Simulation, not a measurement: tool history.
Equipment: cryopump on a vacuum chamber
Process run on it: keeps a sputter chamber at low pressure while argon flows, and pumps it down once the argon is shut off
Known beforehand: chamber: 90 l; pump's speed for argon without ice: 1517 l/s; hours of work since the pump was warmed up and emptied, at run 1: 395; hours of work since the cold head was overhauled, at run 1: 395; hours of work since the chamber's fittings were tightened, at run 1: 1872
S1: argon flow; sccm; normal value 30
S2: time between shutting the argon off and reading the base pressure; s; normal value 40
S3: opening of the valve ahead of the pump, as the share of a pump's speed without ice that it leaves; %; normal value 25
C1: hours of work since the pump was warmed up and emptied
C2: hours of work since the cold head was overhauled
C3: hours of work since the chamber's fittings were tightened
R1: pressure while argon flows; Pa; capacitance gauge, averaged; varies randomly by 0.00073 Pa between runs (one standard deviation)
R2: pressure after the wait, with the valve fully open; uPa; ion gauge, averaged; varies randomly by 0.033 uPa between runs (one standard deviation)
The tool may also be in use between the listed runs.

run 1 hour=0.0 | S1=30 S2=40 S3=25 | C1=395 C2=395 C3=1872 | R1=0.1368 R2=3.43
run 2 hour=96.5 | S1=30 S2=40 S3=25 | C1=438 C2=438 C3=1915 | R1=0.1385 R2=3.45
run 3 hour=195.6 | S1=30 S2=40 S3=25 | C1=483 C2=483 C3=1959 | R1=0.1389 R2=3.57
run 4 hour=253.7 | S1=30 S2=40 S3=25 | C1=509 C2=509 C3=1985 | R1=0.1393 R2=3.52
run 5 hour=344.5 | S1=30 S2=40 S3=25 | C1=549 C2=549 C3=2026 | R1=0.1389 R2=3.70
run 6 hour=433.3 | S1=55 S2=40 S3=25 | C1=589 C2=589 C3=2066 | R1=0.2555 R2=3.72
run 7 hour=518.1 | S1=30 S2=40 S3=25 | C1=627 C2=627 C3=2103 | R1=0.1398 R2=3.76
run 8 hour=580.1 | S1=30 S2=40 S3=25 | C1=655 C2=655 C3=2131 | R1=0.1403 R2=3.83
run 9 hour=696.1 | S1=30 S2=73 S3=25 | C1=706 C2=706 C3=2183 | R1=0.1421 R2=3.20
run 10 hour=807.8 | S1=30 S2=73 S3=25 | C1=756 C2=756 C3=2233 | R1=0.1417 R2=3.20
run 11 hour=909.1 | S1=30 S2=40 S3=18 | C1=802 C2=802 C3=2278 | R1=0.1944 R2=4.06
run 12 hour=967.9 | S1=30 S2=40 S3=25 | C1=828 C2=828 C3=2305 | R1=0.1431 R2=3.97
run 13 hour=1043.7 | S1=30 S2=40 S3=25 | C1=862 C2=862 C3=2338 | R1=0.1442 R2=4.08
run 14 hour=1141.3 | S1=30 S2=148 S3=25 | C1=906 C2=906 C3=2382 | R1=0.1441 R2=3.13
run 15 hour=1232.2 | S1=30 S2=41 S3=25 | C1=946 C2=946 C3=2423 | R1=0.1432 R2=4.26
run 16 hour=1315.2 | S1=30 S2=41 S3=25 | C1=983 C2=983 C3=2460 | R1=0.1447 R2=4.30
-- hour=1389.2 pump warmed up, emptied and cooled again
run 17 hour=1429.2 | S1=30 S2=41 S3=25 | C1=18 C2=1032 C3=2509 | R1=0.1335 R2=3.78

Expected results for the next run?
run 18 hour=1505.0 | S1=30 S2=40 S3=25 | C1=52 C2=1066 C3=2542 | R1=? R2=?

R1: 0.1334 Pa
R2: 3.73 uPa
With no hidden state in the tool, this same run would have given R1 0.1324 Pa, R2 1.75 uPa.

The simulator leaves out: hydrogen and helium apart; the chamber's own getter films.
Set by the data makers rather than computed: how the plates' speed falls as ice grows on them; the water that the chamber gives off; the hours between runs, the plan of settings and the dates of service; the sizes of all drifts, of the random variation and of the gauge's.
